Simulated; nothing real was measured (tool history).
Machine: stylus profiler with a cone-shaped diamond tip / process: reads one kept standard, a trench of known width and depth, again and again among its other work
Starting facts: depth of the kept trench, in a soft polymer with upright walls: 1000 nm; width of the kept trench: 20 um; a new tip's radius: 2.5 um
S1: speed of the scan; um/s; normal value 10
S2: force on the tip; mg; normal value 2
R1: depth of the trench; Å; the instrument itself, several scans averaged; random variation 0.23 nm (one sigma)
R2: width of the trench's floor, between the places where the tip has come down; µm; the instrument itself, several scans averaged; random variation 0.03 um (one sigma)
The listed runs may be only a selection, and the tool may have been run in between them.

run     day  S1    S2       R1     R2
  1       0  10     2  10149.4  14.66
  2     0.7  10     2  10150.1   14.6
  3    1.75  10     2  10143.6  14.59
  4   2.942  18     2  10150.9  14.57
  5   3.912  18     2  10150.8  14.47
  6   4.788  18     2  10152.9  14.47
  7   5.921   4     2  10151.2  14.49
  8   6.962  18     2    10154  14.44
      7.092  -- height scale calibrated on a step standard
  9   7.896   2  1.49  10144.5  14.44
 10   9.058   2  1.49    10145  14.52
 11   9.846  22     2  10170.9  14.31
 12  11.083  20  2.77  10202.2   14.3
 13  12.254  20  2.77  10204.8  14.34
 14  13.383   8  0.67  10110.1  14.32
     14.246  -- height scale calibrated on a step standard, once more
 15  14.692   3  1.79  10120.6  14.32
 16  15.379   3  2.34  10145.2  14.22

Here are 3 independent what-if runs from the current tool condition. What would each one return?
  A  16.646   8  0.96   ?   ?
  B  16.646  13  1.84   ?   ?
  C  16.646   7  2.65   ?   ?

run       R1     R2
  A  10083.4  14.28
  B  10122.3  14.22
  C  10159.1  14.23
What these runs would have given with no unlogged condition in the tool:
run       R1     R2
  A  10078.4  16.02
  B  10117.3  15.97
  C  10154.1  15.97

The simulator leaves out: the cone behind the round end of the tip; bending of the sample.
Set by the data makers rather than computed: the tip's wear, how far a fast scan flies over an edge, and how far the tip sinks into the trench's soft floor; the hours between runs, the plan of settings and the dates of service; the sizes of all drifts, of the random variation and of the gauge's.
